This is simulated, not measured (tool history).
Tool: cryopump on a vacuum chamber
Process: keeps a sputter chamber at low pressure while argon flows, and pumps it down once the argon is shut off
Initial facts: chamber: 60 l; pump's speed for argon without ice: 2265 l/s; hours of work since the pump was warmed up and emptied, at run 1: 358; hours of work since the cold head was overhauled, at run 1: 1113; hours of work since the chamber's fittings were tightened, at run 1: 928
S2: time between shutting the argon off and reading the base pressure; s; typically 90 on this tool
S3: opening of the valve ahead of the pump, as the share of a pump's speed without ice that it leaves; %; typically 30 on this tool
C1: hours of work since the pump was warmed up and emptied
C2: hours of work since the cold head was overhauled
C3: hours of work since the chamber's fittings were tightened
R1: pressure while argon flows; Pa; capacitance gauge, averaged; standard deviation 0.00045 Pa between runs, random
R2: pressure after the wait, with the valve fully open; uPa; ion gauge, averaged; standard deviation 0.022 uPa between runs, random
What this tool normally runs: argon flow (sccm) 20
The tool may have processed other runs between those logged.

Run 1, hour 0: usual settings; C1 358; C2 1113; C3 928. Result: R1 0.0522 Pa, R2 1.11 uPa.
Run 2, hour 97.7: usual settings; C1 444; C2 1198; C3 1014. Result: R1 0.0527 Pa, R2 1.17 uPa.
Run 3, hour 208.7: usual settings; C1 542; C2 1296; C3 1111. Result: R1 0.0549 Pa, R2 1.25 uPa.
Run 4, hour 276.8: usual settings; C1 601; C2 1355; C3 1171. Result: R1 0.0556 Pa, R2 1.23 uPa.
Run 5, hour 350.7: usual settings; C1 666; C2 1420; C3 1236. Result: R1 0.0554 Pa, R2 1.32 uPa.
At hour 395.5: pump warmed up, emptied and cooled again.
Run 6, hour 429: usual settings; C1 29; C2 1484; C3 1300. Result: R1 0.0506 Pa, R2 1.2 uPa.
Run 7, hour 517.5: usual settings but argon flow (sccm) 32, S2 20 s, S3 22 %; C1 107; C2 1562; C3 1377. Result: R1 0.1103 Pa, R2 2.96 uPa.
At hour 619.5: leaking fittings of the chamber tightened, without venting.
Run 8, hour 619.5: usual settings but S2 20 s, S3 25 %; C1 195; C2 1650; C3 0. Result: R1 0.0598 Pa, R2 2.43 uPa.
Run 9, hour 683.2: usual settings but argon flow (sccm) 30, S3 25 %; C1 251; C2 1706; C3 56. Result: R1 0.0934 Pa, R2 0.68 uPa.
Run 10, hour 730: usual settings but argon flow (sccm) 13, S2 248 s, S3 19 %; C1 292; C2 1747; C3 97. Result: R1 0.053 Pa, R2 0.38 uPa.
Run 11, hour 810.2: usual settings but argon flow (sccm) 13, S2 248 s, S3 19 %; C1 362; C2 1817; C3 167. Result: R1 0.0528 Pa, R2 0.41 uPa.
Run 12, hour 864.5: usual settings but argon flow (sccm) 10, S2 41 s, S3 19 %; C1 410; C2 1865; C3 215. Result: R1 0.0417 Pa, R2 1.36 uPa.

Branching from run 12: 5 alternative next runs. What would each branch give?
Run A, hour 972.2: usual settings but argon flow (sccm) 9, S3 23 %; C1 504; C2 1959; C3 309. Result: R1 ?, R2 ?.
Run B, hour 972.2: usual settings but argon flow (sccm) 10, S2 41 s, S3 47 %; C1 504; C2 1959; C3 309. Result: R1 ?, R2 ?.
Run C, hour 972.2: usual settings but argon flow (sccm) 14, S2 173 s, S3 33 %; C1 504; C2 1959; C3 309. Result: R1 ?, R2 ?.
Run D, hour 972.2: usual settings but argon flow (sccm) 10, S2 140 s, S3 21 %; C1 504; C2 1959; C3 309. Result: R1 ?, R2 ?.
Run E, hour 972.2: usual settings but argon flow (sccm) 34, S2 253 s, S3 19 %; C1 504; C2 1959; C3 309. Result: R1 ?, R2 ?.

run      R1    R2
  A  0.0309   0.8
  B  0.0179  1.35
  C  0.0347  0.59
  D  0.0382  0.62
  E   0.141  0.49
The same runs, with their run-to-run variation unchanged, on a tool lacking any hidden condition would have given:
run      R1    R2
  A   0.029  0.61
  B  0.0158  1.16
  C  0.0318   0.4
  D  0.0361  0.44
  E   0.134  0.31

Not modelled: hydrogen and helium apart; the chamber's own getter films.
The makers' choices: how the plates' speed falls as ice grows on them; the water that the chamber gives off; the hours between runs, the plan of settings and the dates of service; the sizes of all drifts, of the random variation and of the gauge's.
